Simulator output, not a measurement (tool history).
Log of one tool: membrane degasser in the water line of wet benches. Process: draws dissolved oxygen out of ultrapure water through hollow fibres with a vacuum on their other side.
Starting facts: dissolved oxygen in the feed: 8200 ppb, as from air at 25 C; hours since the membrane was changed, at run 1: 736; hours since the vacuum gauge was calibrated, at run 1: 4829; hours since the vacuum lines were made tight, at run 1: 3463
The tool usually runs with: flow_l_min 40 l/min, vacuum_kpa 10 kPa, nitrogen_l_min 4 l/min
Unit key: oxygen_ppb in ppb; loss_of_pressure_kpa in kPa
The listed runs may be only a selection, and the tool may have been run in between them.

| run | hour | flow_l_min | vacuum_kpa | nitrogen_l_min | hours since the membrane was changed | hours since the vacuum gauge was calibrated | hours since the vacuum lines were made tight | oxygen_ppb | loss_of_pressure_kpa |
|---|---|---|---|---|---|---|---|---|---|
| 1 | 0 | 40 | 10 | 4 | 736 | 4829 | 3463 | 238.6 | 60.19 |
| 2 | 78.9 | 27 | 10 | 4 | 815 | 4908 | 3542 | 129 | 40.37 |
| 3 | 165.7 | 27 | 8.3 | 4 | 902 | 4994 | 3628 | 101.8 | 40.28 |
| 4 | 225.9 | 27 | 8.3 | 4 | 962 | 5054 | 3689 | 102.1 | 40.86 |
| 5 | 305.5 | 27 | 8.3 | 4 | 1042 | 5134 | 3768 | 103.5 | 40.17 |
| 6 | 375.6 | 27 | 16.3 | 4 | 1112 | 5204 | 3838 | 229.5 | 40.5 |
| 7 | 473.2 | 40 | 24.8 | 4 | 1210 | 5302 | 3936 | 557.9 | 59.27 |
| 8 | 616.7 | 40 | 9.9 | 2.19 | 1353 | 5445 | 4079 | 341.2 | 59.35 |
| 9 | 725.4 | 39 | 21.3 | 9.2 | 1462 | 5554 | 4188 | 259.1 | 57.72 |
| 10 | 795.9 | 39 | 21.3 | 9.2 | 1532 | 5625 | 4259 | 257.5 | 57.79 |
| 11 | 884 | 40 | 8 | 2.4 | 1620 | 5713 | 4347 | 266.6 | 59.46 |
|  | 922.5 | seals of the vacuum lines changed |
| 12 | 1031.1 | 38 | 7.5 | 4 | 1766 | 5858 | 109 | 163.4 | 56.3 |
| 13 | 1127.5 | 40 | 25 | 4 | 1862 | 5954 | 205 | 560.8 | 59.2 |

What differs in the tool's unlogged condition from the final listed run ahead of each entry between runs to the first listed run following it?
In the gap between runs 11 and 12: seals of the vacuum lines changed (hour 922.5)
  air that leaks in behind the membrane, l/min: 0.0022 -> 0.002; drift of the gauge itself on loss_of_pressure_kpa, %: -0.77 -> -0.89
  the result without the hidden state subtracted from the measured one, loss_of_pressure_kpa: -0.45 -> -0.49 kPa
